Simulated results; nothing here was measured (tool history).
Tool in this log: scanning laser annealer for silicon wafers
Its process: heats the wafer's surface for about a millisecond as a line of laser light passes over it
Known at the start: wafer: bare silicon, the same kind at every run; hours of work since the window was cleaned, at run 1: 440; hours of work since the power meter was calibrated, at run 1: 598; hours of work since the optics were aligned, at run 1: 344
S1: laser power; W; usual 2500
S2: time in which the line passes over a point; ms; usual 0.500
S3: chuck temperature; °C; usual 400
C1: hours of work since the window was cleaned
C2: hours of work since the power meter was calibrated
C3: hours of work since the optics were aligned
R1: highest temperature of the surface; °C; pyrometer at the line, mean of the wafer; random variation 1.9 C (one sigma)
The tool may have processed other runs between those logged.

run	hour	S1	S2	S3	C1	C2	C3	R1
1	0.0	2500	0.500	400	440	598	344	1081
2	53.1	2500	0.500	400	465	623	370	1077
3	97.8	2500	0.418	400	487	645	391	1030
4	120.9	2549	0.500	400	498	656	403	1092
5	143.6	2549	0.500	400	510	667	414	1096
6	169.8	2549	0.500	400	522	680	426	1093
7	212.4	2549	0.500	400	543	701	447	1092
8	245.4	2500	0.500	400	559	717	463	1077
9	274.0	2500	0.500	400	573	731	477	1075
10	310.2	2500	0.500	400	591	749	495	1073
11	350.4	2500	0.500	400	610	768	514	1071
12	394.4	2500	0.500	400	632	789	536	1071
13	426.9	2500	0.500	400	647	805	552	1074
14	466.6	2500	0.500	400	667	825	571	1071
15	514.5	2500	0.500	400	690	848	594	1070
16	559.5	2500	0.500	400	712	870	616	1071
17	591.5	2500	0.500	400	727	885	632	1067
18	616.4	2165	0.500	400	740	898	644	958
19	663.5	2165	0.500	400	762	920	667	960
20	686.2	2165	0.567	400	773	931	678	990
21	734.3	2165	0.567	400	797	955	701	988
22	768.1	2657	0.484	368	813	971	718	1074
23	816.0	2255	0.465	398	837	995	741	967
24	850.0	2564	0.457	430	853	1011	757	1086
25	897.6	2192	0.500	371	876	1034	781	932
# hour 940.7: window over the wafer cleaned
26	950.2	2192	0.500	371	5	1059	805	954
27	1000.7	2192	0.427	372	29	1083	830	916
28	1044.1	2371	0.500	400	50	1105	851	1041
29	1082.4	2371	0.500	386	69	1123	870	1024
30	1106.9	2285	0.581	425	81	1135	881	1078
31	1155.4	2500	0.379	413	104	1159	905	1020
32	1188.3	2671	0.430	413	120	1175	921	1102
33	1213.6	2255	0.352	428	133	1187	933	942
34	1261.1	2500	0.500	396	156	1210	956	1074
35	1306.9	2623	0.585	423	178	1232	979	1190
36	1332.1	2500	0.578	375	190	1245	991	1093
37	1378.1	2576	0.578	375	213	1267	1013	1121
38	1423.4	2227	0.421	389	235	1289	1035	933
39	1461.4	2410	0.421	385	253	1308	1054	981
40	1487.1	2410	0.421	385	266	1320	1066	981

Consider 4 possible next runs. They are alternatives, not a sequence: every one starts from the tool as it was left by run 40. What does each give?
A	1525.6	2148	0.500	400	285	1339	1085	?
B	1525.6	2628	0.387	385	285	1339	1085	?
C	1525.6	2410	0.518	385	285	1339	1085	?
D	1525.6	2665	0.549	385	285	1339	1085	?

run	R1
A	961
B	1023
C	1038
D	1144
Stripped of hidden state, with their random variation kept, the same runs would have yielded:
run	R1
A	986
B	1051
C	1067
D	1178

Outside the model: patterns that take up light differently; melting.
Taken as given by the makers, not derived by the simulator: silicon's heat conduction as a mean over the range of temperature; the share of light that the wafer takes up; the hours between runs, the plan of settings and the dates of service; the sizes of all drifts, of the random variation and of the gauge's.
